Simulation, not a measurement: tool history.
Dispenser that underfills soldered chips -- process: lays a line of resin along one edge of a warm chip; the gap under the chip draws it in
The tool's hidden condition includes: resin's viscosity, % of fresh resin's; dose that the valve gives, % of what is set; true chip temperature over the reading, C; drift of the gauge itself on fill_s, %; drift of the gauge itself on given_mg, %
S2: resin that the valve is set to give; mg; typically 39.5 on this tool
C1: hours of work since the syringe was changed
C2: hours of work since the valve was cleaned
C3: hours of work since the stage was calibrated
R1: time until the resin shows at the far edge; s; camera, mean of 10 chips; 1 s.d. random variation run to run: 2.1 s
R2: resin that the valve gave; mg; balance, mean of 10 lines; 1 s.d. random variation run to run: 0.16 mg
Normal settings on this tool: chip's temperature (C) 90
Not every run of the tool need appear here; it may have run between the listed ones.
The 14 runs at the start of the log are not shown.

{"run": 15, "day": 3.025, "chip's temperature (C)": 90, "S2": 39.5, "C1": 4, "C2": 79, "C3": 215, "R1": 263.6, "R2": 36.9}
{"day": 3.154, "done": "new syringe of resin"}
{"run": 16, "day": 3.171, "chip's temperature (C)": 101, "S2": 39.5, "C1": 0, "C2": 81, "C3": 217, "R1": 139.2, "R2": 36.82}
{"run": 17, "day": 3.383, "chip's temperature (C)": 86, "S2": 39.5, "C1": 4, "C2": 84, "C3": 220, "R1": 302.8, "R2": 36.77}
{"day": 3.558, "done": "new syringe of resin"}
{"run": 18, "day": 3.558, "chip's temperature (C)": 86, "S2": 39.5, "C1": 0, "C2": 87, "C3": 223, "R1": 266.3, "R2": 36.82}
{"run": 19, "day": 3.717, "chip's temperature (C)": 89, "S2": 38.1, "C1": 3, "C2": 89, "C3": 225, "R1": 264.5, "R2": 35.2}
{"run": 20, "day": 3.854, "chip's temperature (C)": 92, "S2": 40.1, "C1": 5, "C2": 91, "C3": 228, "R1": 252.2, "R2": 37.2}
{"day": 3.962, "done": "new syringe of resin"}
{"run": 21, "day": 4.075, "chip's temperature (C)": 92, "S2": 40.1, "C1": 2, "C2": 94, "C3": 231, "R1": 222, "R2": 36.87}
{"run": 22, "day": 4.288, "chip's temperature (C)": 92, "S2": 40.1, "C1": 5, "C2": 98, "C3": 234, "R1": 251.8, "R2": 36.52}
{"day": 4.358, "done": "new syringe of resin"}
{"run": 23, "day": 4.45, "chip's temperature (C)": 99, "S2": 47.7, "C1": 1, "C2": 100, "C3": 237, "R1": 164.9, "R2": 43.77}
{"day": 4.696, "done": "dispensing valve cleaned and set on the balance"}
{"run": 24, "day": 4.771, "chip's temperature (C)": 100, "S2": 41.6, "C1": 6, "C2": 1, "C3": 241, "R1": 189.4, "R2": 41.71}
{"day": 4.812, "done": "new syringe of resin"}
{"run": 25, "day": 4.954, "chip's temperature (C)": 99, "S2": 35.8, "C1": 2, "C2": 4, "C3": 244, "R1": 172.6, "R2": 35.81}
{"day": 5.204, "done": "new syringe of resin"}
{"run": 26, "day": 5.221, "chip's temperature (C)": 105, "S2": 40.9, "C1": 0, "C2": 8, "C3": 248, "R1": 119.4, "R2": 40.76}
{"run": 27, "day": 5.392, "chip's temperature (C)": 99, "S2": 42.5, "C1": 3, "C2": 11, "C3": 250, "R1": 167.8, "R2": 42.2}
{"run": 28, "day": 5.575, "chip's temperature (C)": 99, "S2": 42.5, "C1": 6, "C2": 13, "C3": 253, "R1": 190.5, "R2": 41.88}
{"day": 5.617, "done": "new syringe of resin"}
{"run": 29, "day": 5.817, "chip's temperature (C)": 99, "S2": 42.5, "C1": 3, "C2": 17, "C3": 257, "R1": 175.6, "R2": 42.09}
{"run": 30, "day": 5.979, "chip's temperature (C)": 99, "S2": 42.5, "C1": 6, "C2": 20, "C3": 259, "R1": 189.1, "R2": 42}
{"day": 6.012, "done": "new syringe of resin"}
{"run": 31, "day": 6.292, "chip's temperature (C)": 102, "S2": 42.5, "C1": 4, "C2": 24, "C3": 264, "R1": 162.5, "R2": 41.8}
{"day": 6.408, "done": "new syringe of resin"}
{"run": 32, "day": 6.442, "chip's temperature (C)": 102, "S2": 42.5, "C1": 1, "C2": 26, "C3": 266, "R1": 136.5, "R2": 41.67}
{"run": 33, "day": 6.575, "chip's temperature (C)": 90, "S2": 47.8, "C1": 3, "C2": 29, "C3": 268, "R1": 235.4, "R2": 46.68}

What will run 34 give?
{"day": 6.808, "done": "new syringe of resin"}
{"run": 34, "day": 6.9, "chip's temperature (C)": 93, "S2": 37.8, "C1": 1, "C2": 33, "C3": 273, "R1": "?", "R2": "?"}

R1: 213.4 s
R2: 36.66 mg
Without the tool's hidden state the same run would have given R1 186.8 s, R2 37.61 mg.

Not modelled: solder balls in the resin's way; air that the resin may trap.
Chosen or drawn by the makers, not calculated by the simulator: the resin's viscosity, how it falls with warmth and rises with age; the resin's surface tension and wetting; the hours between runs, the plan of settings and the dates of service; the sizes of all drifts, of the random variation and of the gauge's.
